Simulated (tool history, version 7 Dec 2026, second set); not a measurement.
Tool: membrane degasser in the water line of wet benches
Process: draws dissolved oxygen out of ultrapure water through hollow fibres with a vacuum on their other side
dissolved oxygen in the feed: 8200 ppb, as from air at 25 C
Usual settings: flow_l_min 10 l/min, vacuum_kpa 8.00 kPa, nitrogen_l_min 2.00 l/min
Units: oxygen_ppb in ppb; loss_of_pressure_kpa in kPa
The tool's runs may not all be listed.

run   hour  flow_l_min  vacuum_kpa  nitrogen_l_min  oxygen_ppb  loss_of_pressure_kpa
  1    0.0          10        8.00            2.00        82.1                 33.22
  2   34.0          10        8.00            2.00        81.4                 33.66
  3   74.4          10        8.00            2.00        81.1                 33.58
  4  103.4           8        8.00            2.00        55.3                 26.56
  5  134.3          10        8.00            2.00        84.0                 33.61
  6  153.4          10        8.00            1.20       117.7                 33.67
  7  185.5           7        8.00            1.20        73.1                 23.24
  8  214.0          10        8.00            2.00        80.1                 33.68
  9  238.9          10        8.00            2.23        75.7                 33.29
 10  277.7          10        8.00            2.23        76.4                 33.22
 11  323.8          10        8.00            2.23        76.4                 33.09
 12  368.5           9        8.00            2.00        67.5                 29.94
 13  393.5          10        8.00            2.00        80.5                 33.47
 14  431.7          10        8.00            2.00        81.1                 33.07
 15  459.9          10        8.00            2.00        83.1                 33.03
 16  489.6          10        8.00            2.00        81.2                 33.20
 17  510.1          10        8.00            2.00        82.0                 33.16
 18  542.4          10        8.00            2.00        80.4                 33.15
 19  569.6          10       10.24            0.87       206.5                 33.13
 20  589.5           9        7.11            2.45        50.7                 29.86
 21  609.4           8       11.16            2.00        86.8                 26.31
 22  636.4          10        8.00            1.00       136.0                 32.83
 23  675.2          10       13.77            1.00       266.8                 33.14
 24  701.2          10       13.77            1.00       267.1                 32.67
 25  736.2          12       14.79            3.29       152.9                 39.58
 26  767.4          13        4.98            5.12        73.6                 42.73
 27  791.1           9        5.49            4.87        25.6                 29.63
 28  817.7           7       10.65            2.74        52.6                 23.15
 29  853.5          10       14.96            4.13        92.4                 32.69
 30  878.9          10       14.96            4.13        93.8                 32.89
 31  907.8          10       14.96            4.13        92.3                 32.36

3 ways to go on from here, each from the tool as it stands after run 31. What would each give?
  A  951.6           7       15.17            0.83           ?                     ?
  B  951.6          10       11.63            2.77           ?                     ?
  C  951.6          10       15.57            2.45           ?                     ?

run  oxygen_ppb  loss_of_pressure_kpa
  A       240.5                 22.96
  B        97.3                 32.95
  C       145.2                 32.88
Without the tool's hidden state the same runs would have given:
run  oxygen_ppb  loss_of_pressure_kpa
  A       240.3                 23.62
  B        97.2                 33.89
  C       145.1                 33.82
